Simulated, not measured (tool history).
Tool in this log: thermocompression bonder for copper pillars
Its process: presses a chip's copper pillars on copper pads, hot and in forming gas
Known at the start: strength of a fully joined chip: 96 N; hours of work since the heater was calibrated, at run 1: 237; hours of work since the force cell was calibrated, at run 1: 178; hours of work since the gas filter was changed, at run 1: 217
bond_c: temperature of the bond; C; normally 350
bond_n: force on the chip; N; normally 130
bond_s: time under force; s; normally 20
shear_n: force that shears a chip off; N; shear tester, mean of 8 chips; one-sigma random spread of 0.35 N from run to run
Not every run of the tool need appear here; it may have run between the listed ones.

| run | hour | bond_c | bond_n | bond_s | hours of work since the heater was calibrated | hours of work since the force cell was calibrated | hours of work since the gas filter was changed | shear_n |
|---|---|---|---|---|---|---|---|---|
| 1 | 0.0 | 350 | 130 | 20 | 237 | 178 | 217 | 47.4 |
|  | 8.0 | forming gas filter changed |
| 2 | 8.0 | 350 | 130 | 20 | 240 | 181 | 0 | 52.2 |
| 3 | 18.0 | 350 | 130 | 20 | 244 | 185 | 4 | 51.9 |
| 4 | 32.9 | 350 | 82 | 20 | 250 | 191 | 10 | 34.0 |
| 5 | 45.6 | 350 | 82 | 20 | 256 | 197 | 15 | 34.0 |
| 6 | 58.0 | 350 | 82 | 20 | 261 | 202 | 20 | 34.4 |
| 7 | 75.9 | 350 | 82 | 20 | 268 | 209 | 28 | 34.5 |
| 8 | 86.2 | 348 | 130 | 20 | 272 | 213 | 32 | 50.7 |
| 9 | 100.6 | 348 | 130 | 20 | 278 | 219 | 38 | 50.4 |
| 10 | 112.1 | 348 | 130 | 11 | 283 | 224 | 42 | 40.9 |
| 11 | 121.3 | 350 | 95 | 20 | 286 | 227 | 46 | 39.1 |
| 12 | 129.6 | 350 | 95 | 20 | 290 | 231 | 49 | 39.5 |
|  | 132.5 | force cell calibrated |
| 13 | 144.4 | 350 | 95 | 20 | 295 | 5 | 55 | 38.9 |
| 14 | 156.1 | 327 | 106 | 20 | 300 | 10 | 60 | 36.8 |

What will run 15 give?
| 15 | 167.4 | 335 | 86 | 51 | 304 | 14 | 64 | ? |

{"run 15": {"shear_n": 45.1}}
The same run, on a tool lacking any hidden state, would have yielded shear_n 44.7 N.

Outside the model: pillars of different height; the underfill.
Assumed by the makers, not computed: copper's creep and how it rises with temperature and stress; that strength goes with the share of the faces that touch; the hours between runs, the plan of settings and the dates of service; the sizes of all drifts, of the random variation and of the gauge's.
